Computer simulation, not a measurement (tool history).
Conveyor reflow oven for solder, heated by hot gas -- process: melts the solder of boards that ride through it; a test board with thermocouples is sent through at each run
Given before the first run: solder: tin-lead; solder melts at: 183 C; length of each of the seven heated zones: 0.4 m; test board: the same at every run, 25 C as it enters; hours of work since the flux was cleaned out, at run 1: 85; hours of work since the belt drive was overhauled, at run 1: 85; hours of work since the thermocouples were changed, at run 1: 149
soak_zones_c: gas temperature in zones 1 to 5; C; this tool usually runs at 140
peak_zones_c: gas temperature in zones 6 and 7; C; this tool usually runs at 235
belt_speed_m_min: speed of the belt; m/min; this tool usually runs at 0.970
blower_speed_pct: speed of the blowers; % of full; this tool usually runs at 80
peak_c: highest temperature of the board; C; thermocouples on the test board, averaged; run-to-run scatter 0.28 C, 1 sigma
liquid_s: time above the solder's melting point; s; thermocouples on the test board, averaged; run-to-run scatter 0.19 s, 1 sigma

run	hour	soak_zones_c	peak_zones_c	belt_speed_m_min	blower_speed_pct	hours of work since the flux was cleaned out	hours of work since the belt drive was overhauled	hours of work since the thermocouples were changed	peak_c	liquid_s
1	0.0	140	235	0.970	80	85	85	149	221.4	40.2
2	40.6	140	235	0.970	80	113	113	176	221.7	39.7
3	80.7	140	235	0.970	80	140	140	203	221.5	40.0
4	116.8	140	235	0.970	80	164	164	228	220.9	39.8
# hour 146.9: flux residue cleaned out of gas plates and filters
5	153.7	140	235	0.970	79	5	186	249	221.5	39.3
6	182.0	140	235	0.970	79	24	205	269	221.4	39.5
7	239.1	140	235	0.970	79	62	244	307	221.5	39.7
8	277.1	140	235	0.970	79	88	269	333	221.5	39.7
9	306.4	140	235	0.970	55	108	289	353	214.5	35.4
10	349.7	140	235	0.970	55	137	319	382	214.9	35.7
11	399.6	140	235	0.970	55	171	352	416	214.9	35.7
# hour 419.2: flux residue cleaned out of gas plates and filters
12	462.3	140	235	0.970	55	29	392	455	214.9	35.6
13	489.3	140	235	0.970	55	47	410	473	215.0	35.4
14	536.7	140	235	0.970	55	80	442	506	214.6	35.9
15	571.4	140	235	0.970	80	103	465	529	221.8	39.9
16	597.7	153	238	0.863	86	121	483	547	229.5	51.7
17	640.0	153	238	0.863	86	150	512	575	229.4	52.0
# hour 691.3: flux residue cleaned out of gas plates and filters
18	705.5	133	235	1.113	53	10	553	616	207.0	24.8
19	738.5	133	235	1.113	53	32	575	639	207.1	24.8
20	770.6	140	225	0.961	80	54	597	661	212.5	36.1
# hour 798.5: thermocouples of zones 6 and 7 changed
21	831.6	140	225	0.961	52	94	637	22	205.7	30.0
22	888.1	144	235	0.970	80	132	675	61	222.6	41.2
23	937.5	154	235	0.970	80	165	709	94	223.7	44.1
# hour 967.3: flux residue cleaned out of gas plates and filters
24	1003.0	154	235	0.970	80	24	750	135	223.8	44.4
25	1057.7	142	235	0.904	80	61	787	172	224.0	44.2
26	1109.6	142	235	0.801	70	96	822	207	224.7	50.9
27	1169.1	126	235	0.934	80	137	862	248	220.4	38.2
28	1196.4	126	235	0.934	80	155	881	266	221.0	38.3
29	1230.1	126	235	0.934	80	178	904	289	220.8	38.2
# hour 1241.7: flux residue cleaned out of gas plates and filters
30	1270.7	140	235	0.823	80	20	928	313	225.5	49.5

Entry by entry between the runs, the difference in hidden state between the last listed run before and the first listed run after:
Runs 4 to 5: flux residue cleaned out of gas plates and filters (hour 146.9)
  heat that the gas passes to the board, % of a clean oven's: 99.6 -> 99.9; belt's true speed, % of the reading: 99.96 -> 99.95; true gas temperature in zones 6 and 7 over the reading, C: -0.1 -> -0.11
Runs 11 to 12: flux residue cleaned out of gas plates and filters (hour 419.2)
  heat that the gas passes to the board, % of a clean oven's: 99.6 -> 99.9; belt's true speed, % of the reading: 99.92 -> 99.91; true gas temperature in zones 6 and 7 over the reading, C: -0.15 -> -0.16
Runs 17 to 18: flux residue cleaned out of gas plates and filters (hour 691.3)
  heat that the gas passes to the board, % of a clean oven's: 99.7 -> 100; belt's true speed, % of the reading: 99.88 -> 99.87; true gas temperature in zones 6 and 7 over the reading, C: -0.18 -> -0.19
Runs 20 to 21: thermocouples of zones 6 and 7 changed (hour 798.5)
  heat that the gas passes to the board, % of a clean oven's: 99.9 -> 99.8; belt's true speed, % of the reading: 99.86 -> 99.85; true gas temperature in zones 6 and 7 over the reading, C: -0.21 -> -0.06
Runs 23 to 24: flux residue cleaned out of gas plates and filters (hour 967.3)
  heat that the gas passes to the board, % of a clean oven's: 99.6 -> 99.9; belt's true speed, % of the reading: 99.84 -> 99.83; true gas temperature in zones 6 and 7 over the reading, C: -0.08 -> -0.09
Runs 29 to 30: flux residue cleaned out of gas plates and filters (hour 1241.7)
  heat that the gas passes to the board, % of a clean oven's: 99.6 -> 99.9; belt's true speed, % of the reading: 99.8 -> 99.79; true gas temperature in zones 6 and 7 over the reading, C: -0.12 -> -0.13
